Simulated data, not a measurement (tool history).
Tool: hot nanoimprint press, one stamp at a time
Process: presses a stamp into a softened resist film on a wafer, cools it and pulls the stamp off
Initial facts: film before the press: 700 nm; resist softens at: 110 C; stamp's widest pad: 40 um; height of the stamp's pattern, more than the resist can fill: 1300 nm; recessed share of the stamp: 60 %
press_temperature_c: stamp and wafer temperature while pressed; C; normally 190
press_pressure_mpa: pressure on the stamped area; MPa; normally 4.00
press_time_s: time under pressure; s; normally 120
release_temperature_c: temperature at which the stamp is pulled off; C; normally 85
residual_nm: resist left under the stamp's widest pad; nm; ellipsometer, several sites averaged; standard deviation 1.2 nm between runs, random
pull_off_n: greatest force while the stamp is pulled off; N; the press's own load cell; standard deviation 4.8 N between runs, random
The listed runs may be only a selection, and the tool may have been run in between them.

run,hour,press_temperature_c,press_pressure_mpa,press_time_s,release_temperature_c,residual_nm,pull_off_n
1,0.0,190,4.00,120,85,261.1,278
2,25.8,190,6.08,120,85,205.7,277
3,53.8,190,6.08,120,85,207.0,279
4,86.7,190,6.08,120,85,206.5,277
5,117.0,190,6.08,120,85,207.4,307
6,147.6,190,6.08,120,85,207.2,291
7,173.2,190,4.00,120,89,258.5,285
8,207.1,190,4.00,120,91,257.3,286
9,232.4,190,4.00,120,91,257.3,288
10,252.7,190,4.00,160,91,231.7,297
11,279.6,190,4.00,160,91,228.8,288
12,306.4,190,4.00,120,85,257.3,318
# hour 317.8: stamp cleaned and given a new release coat
13,334.8,190,4.00,120,85,256.9,231
# hour 356.3: plate thermocouple calibrated
14,357.8,190,4.00,120,85,245.4,237
15,375.3,190,4.00,120,85,244.4,238
16,403.2,194,4.00,86,82,241.5,253
# hour 420.4: plate thermocouple calibrated, once more
17,429.0,190,2.54,120,80,344.3,274
18,457.3,201,6.40,141,80,133.1,280
19,474.4,201,6.40,169,80,124.1,297
20,489.3,201,6.40,169,80,123.0,287
21,520.3,192,4.24,78,81,287.8,286
22,534.8,192,5.48,134,87,205.9,271
23,550.6,192,5.48,230,74,166.2,312
24,582.0,192,6.21,79,89,236.2,267
25,611.1,190,5.70,120,84,225.9,291
26,625.5,179,5.70,120,84,347.8,299
27,644.8,179,5.70,120,84,346.0,301
28,662.7,179,5.70,120,84,347.1,300
29,684.2,179,5.70,120,84,345.5,301

Below are 5 alternative next runs, each starting from the tool's condition after run 29. Predict each:
A,707.0,192,4.70,120,89,?,?
B,707.0,183,2.84,120,80,?,?
C,707.0,179,2.74,231,84,?,?
D,707.0,179,5.70,151,90,?,?
E,707.0,184,4.00,182,85,?,?

run,residual_nm,pull_off_n
A,229.1,278
B,407.4,320
C,390.7,314
D,321.0,285
E,290.1,316
Had the tool no hidden state, the same runs would have come out as:
run,residual_nm,pull_off_n
A,229.8,215
B,410.2,248
C,393.8,243
D,322.0,221
E,291.7,245
